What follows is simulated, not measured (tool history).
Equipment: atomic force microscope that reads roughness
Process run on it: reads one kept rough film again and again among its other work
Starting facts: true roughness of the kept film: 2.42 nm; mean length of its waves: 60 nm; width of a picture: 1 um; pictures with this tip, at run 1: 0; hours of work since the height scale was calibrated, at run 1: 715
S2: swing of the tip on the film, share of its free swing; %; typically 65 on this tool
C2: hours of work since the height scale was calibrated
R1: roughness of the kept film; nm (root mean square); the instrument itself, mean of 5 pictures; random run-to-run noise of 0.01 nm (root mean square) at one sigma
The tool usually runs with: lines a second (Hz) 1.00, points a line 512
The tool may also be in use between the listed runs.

{"run": 1, "day": 0.0, "lines a second (Hz)": 1.0, "S2": 65, "points a line": 512, "pictures with this tip": 0, "C2": 715, "R1": 2.303}
{"run": 2, "day": 2.517, "lines a second (Hz)": 1.0, "S2": 65, "points a line": 849, "pictures with this tip": 70, "C2": 739, "R1": 2.247}
{"run": 3, "day": 5.408, "lines a second (Hz)": 1.0, "S2": 65, "points a line": 512, "pictures with this tip": 150, "C2": 767, "R1": 2.177}
{"run": 4, "day": 7.658, "lines a second (Hz)": 1.0, "S2": 65, "points a line": 349, "pictures with this tip": 212, "C2": 789, "R1": 2.144}
{"run": 5, "day": 9.075, "lines a second (Hz)": 1.0, "S2": 65, "points a line": 966, "pictures with this tip": 252, "C2": 803, "R1": 2.115}
{"day": 9.967, "done": "new tip fitted"}
{"run": 6, "day": 11.675, "lines a second (Hz)": 0.69, "S2": 65, "points a line": 512, "pictures with this tip": 47, "C2": 828, "R1": 2.283}
{"run": 7, "day": 13.362, "lines a second (Hz)": 0.69, "S2": 65, "points a line": 512, "pictures with this tip": 94, "C2": 844, "R1": 2.224}
{"run": 8, "day": 16.408, "lines a second (Hz)": 0.69, "S2": 65, "points a line": 512, "pictures with this tip": 179, "C2": 874, "R1": 2.172}
{"run": 9, "day": 17.7, "lines a second (Hz)": 0.92, "S2": 65, "points a line": 512, "pictures with this tip": 215, "C2": 886, "R1": 2.136}
{"run": 10, "day": 19.412, "lines a second (Hz)": 1.0, "S2": 65, "points a line": 512, "pictures with this tip": 262, "C2": 903, "R1": 2.117}
{"day": 19.921, "done": "new tip fitted"}
{"run": 11, "day": 21.858, "lines a second (Hz)": 1.0, "S2": 65, "points a line": 512, "pictures with this tip": 53, "C2": 927, "R1": 2.25}
{"run": 12, "day": 23.183, "lines a second (Hz)": 0.59, "S2": 65, "points a line": 411, "pictures with this tip": 90, "C2": 939, "R1": 2.237}
{"run": 13, "day": 25.792, "lines a second (Hz)": 1.23, "S2": 65, "points a line": 512, "pictures with this tip": 163, "C2": 965, "R1": 2.15}
{"run": 14, "day": 27.375, "lines a second (Hz)": 1.0, "S2": 58, "points a line": 512, "pictures with this tip": 207, "C2": 980, "R1": 2.153}
{"run": 15, "day": 28.654, "lines a second (Hz)": 1.0, "S2": 58, "points a line": 512, "pictures with this tip": 242, "C2": 992, "R1": 2.134}

Predict the results of run 16:
{"day": 29.808, "done": "new tip fitted"}
{"run": 16, "day": 31.362, "lines a second (Hz)": 1.0, "S2": 58, "points a line": 512, "pictures with this tip": 43, "C2": 1019, "R1": "?"}

For run 16 the tool returned R1 2.272 nm (root mean square).
Take away the tool's hidden state, keep the run-to-run variation as it was, and the same run would have given R1 2.325 nm (root mean square).
